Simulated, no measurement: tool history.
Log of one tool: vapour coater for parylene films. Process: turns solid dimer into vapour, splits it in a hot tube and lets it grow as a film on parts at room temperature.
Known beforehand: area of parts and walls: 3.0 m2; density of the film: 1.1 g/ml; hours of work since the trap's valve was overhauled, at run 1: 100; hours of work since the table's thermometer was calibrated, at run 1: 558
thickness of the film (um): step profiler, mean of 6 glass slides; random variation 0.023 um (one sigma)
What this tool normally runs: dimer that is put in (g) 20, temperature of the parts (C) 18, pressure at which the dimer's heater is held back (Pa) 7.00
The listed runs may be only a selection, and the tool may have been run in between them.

run    hour  dimer that is put in (g)  temperature of the parts (C)  pressure at which the dimer's heater is held back (Pa)  hours of work since the trap's valve was overhauled  hours of work since the table's thermometer was calibrated  thickness of the film (um)
  1     0.0                        20                            18                                                    7.00                                                  100                                                         558                        2.99
  2    46.2                        20                            18                                                    7.00                                                  134                                                         592                        2.97
  3   112.1                        20                            18                                                    7.00                                                  183                                                         641                        2.93
  4   177.6                        11                            18                                                    7.00                                                  231                                                         689                        1.56
  5   211.7                        11                            18                                                    7.00                                                  256                                                         714                        1.56
  6   268.5                        20                            18                                                    7.00                                                  298                                                         756                        2.84
  7   327.7                        20                            18                                                    7.00                                                  342                                                         799                        2.74
  8   374.2                        20                            18                                                    7.00                                                  376                                                         834                        2.74
  9   407.8                        20                            18                                                    7.00                                                  401                                                         858                        2.72
 10   442.3                        20                            18                                                    7.00                                                  426                                                         884                        2.69
 11   493.8                        20                            18                                                    7.00                                                  464                                                         922                        2.68
      528.9  -- trap's valve overhauled
 12   531.5                        20                            18                                                    7.00                                                    2                                                         947                        2.59
 13   603.8                        20                            18                                                    7.00                                                   55                                                        1000                        2.52
 14   642.8                        20                            18                                                    7.00                                                   84                                                        1029                        2.53
 15   701.7                        20                            18                                                    7.00                                                  127                                                        1072                        2.50
 16   736.7                        20                            14                                                    7.00                                                  153                                                        1098                        2.68
 17   776.8                        20                            14                                                    7.00                                                  183                                                        1127                        2.65
 18   850.1                        20                            10                                                    7.00                                                  237                                                        1181                        2.84
      907.4  -- trap's valve overhauled, once more
 19   907.4                        11                            12                                                    5.16                                                    0                                                        1221                        2.04
 20   969.9                        26                            26                                                    3.36                                                   46                                                        1267                        3.74
 21  1027.9                        35                            15                                                   10.09                                                   89                                                        1309                        5.18
 22  1067.6                        35                            15                                                   10.09                                                  118                                                        1339                        5.21
 23  1126.4                        26                            10                                                    2.75                                                  161                                                        1382                        5.19
 24  1198.6                        30                            26                                                    7.00                                                  215                                                        1435                        3.63
 25  1249.5                        30                            26                                                    7.00                                                  252                                                        1473                        3.62
 26  1281.0                        34                            24                                                    8.57                                                  275                                                        1496                        4.10
 27  1325.1                        18                            19                                                    4.76                                                  308                                                        1528                        2.65
 28  1389.7                        18                            16                                                   11.67                                                  355                                                        1576                        2.39
     1401.0  -- table's thermometer calibrated
 29  1448.5                        18                            16                                                   11.67                                                  398                                                          35                        2.37
 30  1515.9                        22                            21                                                    7.91                                                  448                                                          85                        2.75
     1575.8  -- trap's valve overhauled
 31  1590.8                        18                            18                                                    3.33                                                   11                                                         137                        3.06
 32  1640.5                        18                            18                                                    3.33                                                   48                                                         174                        3.05
 33  1673.6                        18                            26                                                    3.32                                                   72                                                         198                        2.56
 34  1722.5                         9                            25                                                    7.00                                                  108                                                         234                        1.15

Consider 5 possible next runs. They are alternatives, not a sequence: every one starts from the tool as it was left by run 34. What does each give?
  A  1771.7                        24                            12                                                    7.00                                                  144                                                         270                           ?
  B  1771.7                         9                            25                                                    4.87                                                  144                                                         270                           ?
  C  1771.7                        14                            12                                                    2.07                                                  144                                                         270                           ?
  D  1771.7                         9                            28                                                    7.00                                                  144                                                         270                           ?
  E  1771.7                        15                            18                                                    9.10                                                  144                                                         270                           ?

run  thickness of the film (um)
  A                        4.00
  B                        1.21
  C                        2.82
  D                        1.07
  E                        2.13
With no hidden state in the tool, these same runs would have given:
run  thickness of the film (um)
  A                        4.19
  B                        1.26
  C                        2.95
  D                        1.12
  E                        2.24

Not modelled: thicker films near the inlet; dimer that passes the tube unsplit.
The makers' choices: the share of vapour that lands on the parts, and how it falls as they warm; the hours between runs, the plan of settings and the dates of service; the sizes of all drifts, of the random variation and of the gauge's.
